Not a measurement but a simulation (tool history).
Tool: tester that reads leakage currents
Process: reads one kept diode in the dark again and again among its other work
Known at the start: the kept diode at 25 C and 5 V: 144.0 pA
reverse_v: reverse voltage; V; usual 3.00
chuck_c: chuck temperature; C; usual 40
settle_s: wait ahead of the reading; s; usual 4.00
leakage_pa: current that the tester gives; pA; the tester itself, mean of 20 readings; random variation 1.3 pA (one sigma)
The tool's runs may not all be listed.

Run 1, hour 0.0: usual settings. Result: leakage_pa 471.45 pA.
Run 2, hour 35.2: usual settings. Result: leakage_pa 473.53 pA.
Run 3, hour 92.8: usual settings. Result: leakage_pa 476.68 pA.
Run 4, hour 152.9: usual settings. Result: leakage_pa 477.11 pA.
Run 5, hour 201.3: usual settings. Result: leakage_pa 479.07 pA.
Run 6, hour 248.9: usual settings but reverse_v 5.45 V. Result: leakage_pa 636.02 pA.
Run 7, hour 306.2: usual settings but reverse_v 6.81 V. Result: leakage_pa 708.85 pA.
Run 8, hour 356.6: usual settings but reverse_v 6.81 V. Result: leakage_pa 711.31 pA.
Run 9, hour 412.7: usual settings but reverse_v 6.81 V, settle_s 2.90 s. Result: leakage_pa 712.37 pA.
Run 10, hour 470.5: usual settings but reverse_v 6.81 V, settle_s 2.90 s. Result: leakage_pa 716.78 pA.
Run 11, hour 524.3: usual settings but chuck_c 38 C. Result: leakage_pa 413.22 pA.
At hour 530.8: tester calibrated.
Run 12, hour 556.8: usual settings but chuck_c 38 C. Result: leakage_pa 412.09 pA.
Run 13, hour 587.6: usual settings but reverse_v 10.25 V. Result: leakage_pa 878.93 pA.
Run 14, hour 622.2: usual settings. Result: leakage_pa 491.77 pA.
Run 15, hour 661.5: usual settings. Result: leakage_pa 493.22 pA.
Run 16, hour 689.6: usual settings. Result: leakage_pa 494.78 pA.
At hour 703.5: tester calibrated, once more.
Run 17, hour 726.4: usual settings. Result: leakage_pa 492.64 pA.
Run 18, hour 768.5: usual settings. Result: leakage_pa 492.87 pA.
Run 19, hour 823.8: usual settings. Result: leakage_pa 498.81 pA.
Run 20, hour 864.4: usual settings but reverse_v 10.45 V. Result: leakage_pa 894.08 pA.
Run 21, hour 908.7: usual settings but reverse_v 10.45 V. Result: leakage_pa 900.53 pA.
Run 22, hour 960.0: usual settings but reverse_v 10.45 V. Result: leakage_pa 902.79 pA.
Run 23, hour 999.2: usual settings but chuck_c 37 C, settle_s 1.67 s. Result: leakage_pa 384.82 pA.
Run 24, hour 1028.9: usual settings but chuck_c 37 C, settle_s 1.67 s. Result: leakage_pa 389.52 pA.
Run 25, hour 1076.0: usual settings but reverse_v 5.36 V, chuck_c 38 C, settle_s 1.42 s. Result: leakage_pa 558.33 pA.
Run 26, hour 1126.9: usual settings but reverse_v 4.58 V, chuck_c 48 C, settle_s 7.24 s. Result: leakage_pa 1210.73 pA.
Run 27, hour 1155.8: usual settings but reverse_v 7.71 V, chuck_c 39 C, settle_s 0.34 s. Result: leakage_pa 727.39 pA.
Run 28, hour 1180.5: usual settings but reverse_v 7.79 V, settle_s 1.14 s. Result: leakage_pa 794.99 pA.
At hour 1216.6: chuck's temperature calibrated.
Run 29, hour 1236.7: usual settings but reverse_v 1.72 V, chuck_c 29 C, settle_s 0.55 s. Result: leakage_pa 132.13 pA.
Run 30, hour 1277.3: usual settings but reverse_v 1.72 V, chuck_c 29 C, settle_s 0.55 s. Result: leakage_pa 131.51 pA.
Run 31, hour 1310.0: usual settings but reverse_v 1.72 V, chuck_c 29 C, settle_s 0.55 s. Result: leakage_pa 133.46 pA.
Run 32, hour 1344.2: usual settings but chuck_c 39 C, settle_s 7.63 s. Result: leakage_pa 421.08 pA.
Run 33, hour 1380.4: usual settings but reverse_v 3.14 V, chuck_c 25 C. Result: leakage_pa 122.71 pA.
Run 34, hour 1433.9: usual settings but reverse_v 1.55 V, chuck_c 27 C, settle_s 0.30 s. Result: leakage_pa 106.30 pA.
Run 35, hour 1488.8: usual settings but reverse_v 1.01 V, chuck_c 35 C, settle_s 0.60 s. Result: leakage_pa 179.08 pA.
Run 36, hour 1514.1: usual settings but reverse_v 1.01 V, chuck_c 35 C, settle_s 0.60 s. Result: leakage_pa 179.59 pA.
Run 37, hour 1569.9: usual settings but reverse_v 4.35 V, chuck_c 27 C, settle_s 0.40 s. Result: leakage_pa 176.11 pA.
Run 38, hour 1606.6: usual settings but reverse_v 7.57 V, chuck_c 22 C, settle_s 0.41 s. Result: leakage_pa 149.20 pA.
Run 39, hour 1637.3: usual settings but reverse_v 13.66 V, chuck_c 56 C, settle_s 0.42 s. Result: leakage_pa 3579.14 pA.
Run 40, hour 1682.7: usual settings but reverse_v 7.76 V, chuck_c 23 C, settle_s 0.35 s. Result: leakage_pa 166.21 pA.
Run 41, hour 1711.7: usual settings but reverse_v 8.34 V, chuck_c 25 C, settle_s 2.03 s. Result: leakage_pa 203.84 pA.

Forecast each of these 3 alternatives for the next run:
Run A, hour 1736.7: usual settings but chuck_c 31 C, settle_s 0.75 s. Result: leakage_pa ?.
Run B, hour 1736.7: usual settings but reverse_v 13.17 V, settle_s 7.00 s. Result: leakage_pa ?.
Run C, hour 1736.7: usual settings but reverse_v 4.35 V, settle_s 0.53 s. Result: leakage_pa ?.

run  leakage_pa
  A      214.86
  B      961.88
  C      566.58
Without the tool's hidden state the same runs would have given:
run  leakage_pa
  A      201.36
  B      903.91
  C      536.99
